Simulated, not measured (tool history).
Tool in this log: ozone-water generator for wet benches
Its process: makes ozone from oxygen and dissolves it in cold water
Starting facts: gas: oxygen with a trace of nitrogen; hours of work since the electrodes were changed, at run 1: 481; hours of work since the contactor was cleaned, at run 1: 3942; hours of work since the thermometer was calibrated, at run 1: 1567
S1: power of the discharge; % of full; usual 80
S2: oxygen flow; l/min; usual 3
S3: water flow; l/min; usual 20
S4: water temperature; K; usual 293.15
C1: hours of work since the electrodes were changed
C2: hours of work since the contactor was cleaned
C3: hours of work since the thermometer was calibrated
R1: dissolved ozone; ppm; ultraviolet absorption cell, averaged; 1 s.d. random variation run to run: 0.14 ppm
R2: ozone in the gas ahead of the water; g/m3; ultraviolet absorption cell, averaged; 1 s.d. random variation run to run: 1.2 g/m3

Run 1, day 0: usual settings; C1 481; C2 3942; C3 1567. Result: R1 16.4 ppm, R2 217 g/m3.
Run 2, day 1.942: usual settings; C1 520; C2 3981; C3 1606. Result: R1 16.5 ppm, R2 217.2 g/m3.
Run 3, day 2.838: usual settings but S3 31 l/min; C1 538; C2 3999; C3 1624. Result: R1 10.9 ppm, R2 215.9 g/m3.
Run 4, day 3.929: usual settings but S3 31 l/min; C1 560; C2 4021; C3 1646. Result: R1 11.1 ppm, R2 217.4 g/m3.
Run 5, day 5.529: usual settings but S3 24 l/min; C1 593; C2 4054; C3 1679. Result: R1 14.1 ppm, R2 216.5 g/m3.
Run 6, day 6.867: usual settings but S3 24 l/min; C1 620; C2 4081; C3 1706. Result: R1 14.3 ppm, R2 219.1 g/m3.
Run 7, day 8.4: usual settings but S1 47 % of full, S2 1.5 l/min, S3 31 l/min, S4 298.15 K; C1 651; C2 4112; C3 1737. Result: R1 5.2 ppm, R2 187.3 g/m3.
Run 8, day 10.333: usual settings but S1 57 % of full, S2 4.63 l/min; C1 690; C2 4151; C3 1776. Result: R1 12.6 ppm, R2 128.3 g/m3.
Run 9, day 11.675: usual settings but S1 57 % of full, S2 4.63 l/min; C1 717; C2 4178; C3 1803. Result: R1 12.6 ppm, R2 128.7 g/m3.
Run 10, day 12.912: usual settings but S1 57 % of full, S2 4.63 l/min, S4 290.15 K; C1 742; C2 4203; C3 1828. Result: R1 13.1 ppm, R2 127.8 g/m3.
Run 11, day 14.208: usual settings but S1 57 % of full, S2 4.63 l/min, S4 290.15 K; C1 768; C2 4229; C3 1854. Result: R1 13.4 ppm, R2 128.9 g/m3.

Branching from run 11: 3 alternative next runs. What would each branch give?
Run A, day 15.808: usual settings but S2 3.37 l/min; C1 800; C2 4262; C3 1887. Result: R1 ?, R2 ?.
Run B, day 15.808: usual settings but S1 57 % of full, S2 2.83 l/min, S3 17 l/min, S4 290.15 K; C1 800; C2 4262; C3 1887. Result: R1 ?, R2 ?.
Run C, day 15.808: usual settings but S2 2.05 l/min, S3 30 l/min; C1 800; C2 4262; C3 1887. Result: R1 ?, R2 ?.

run    R1     R2
  A  16.7  206.9
  B  14.2  164.4
  C  10.1    264
Without the tool's hidden state the same runs would have given:
run    R1     R2
  A  16.7  203.6
  B  14.2  161.8
  C  10.1  259.7
